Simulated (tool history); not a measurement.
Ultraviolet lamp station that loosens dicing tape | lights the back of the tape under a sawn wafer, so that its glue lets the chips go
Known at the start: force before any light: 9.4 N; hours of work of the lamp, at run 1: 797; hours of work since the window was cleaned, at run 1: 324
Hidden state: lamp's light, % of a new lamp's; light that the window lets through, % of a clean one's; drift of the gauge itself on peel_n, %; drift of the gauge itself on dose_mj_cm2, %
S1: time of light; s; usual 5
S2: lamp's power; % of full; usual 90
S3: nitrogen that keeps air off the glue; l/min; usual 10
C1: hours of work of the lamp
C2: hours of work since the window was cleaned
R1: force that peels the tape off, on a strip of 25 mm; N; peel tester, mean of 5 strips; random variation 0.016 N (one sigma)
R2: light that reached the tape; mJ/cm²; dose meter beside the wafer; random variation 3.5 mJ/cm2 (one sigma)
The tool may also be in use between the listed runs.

run	day	S1	S2	S3	C1	C2	R1	R2
1	0.000	5	90	10	797	324	0.799	583
2	1.704	5	90	10	821	348	0.758	570
3	2.946	5	90	10	839	366	0.742	566
4	4.433	5	90	10	859	386	0.782	572
# day 5.725: window cleaned of glue's vapour
5	6.579	5	90	10	889	12	0.786	574
6	7.812	5	90	10	906	29	0.794	572
7	9.171	5	90	10	925	48	0.763	565
8	10.662	5	90	10	946	69	0.759	570
9	12.517	5	90	10	972	95	0.797	571
10	14.600	5	90	10	1001	124	0.792	568
11	16.554	5	90	10	1028	151	0.813	576
12	18.004	5	74	10	1048	171	1.189	465
13	19.004	5	74	10	1062	185	1.144	471
14	20.496	5	74	10	1083	206	1.165	465
15	22.138	5	74	10	1106	229	1.139	464
16	24.138	5	90	7	1134	257	1.007	566
# day 25.775: lamp changed
17	25.775	5	90	7	0	279	1.061	569
18	26.721	5	90	7	13	292	1.005	567
19	27.596	6	94	5	25	305	0.851	714

Run 20 comes next. What will it give?
20	29.646	3	90	19	54	333	?	?

{"run 20": {"R1": 1.404, "R2": 343}}
Without the tool's hidden state the same run would have given R1 1.400 N, R2 344 mJ/cm².
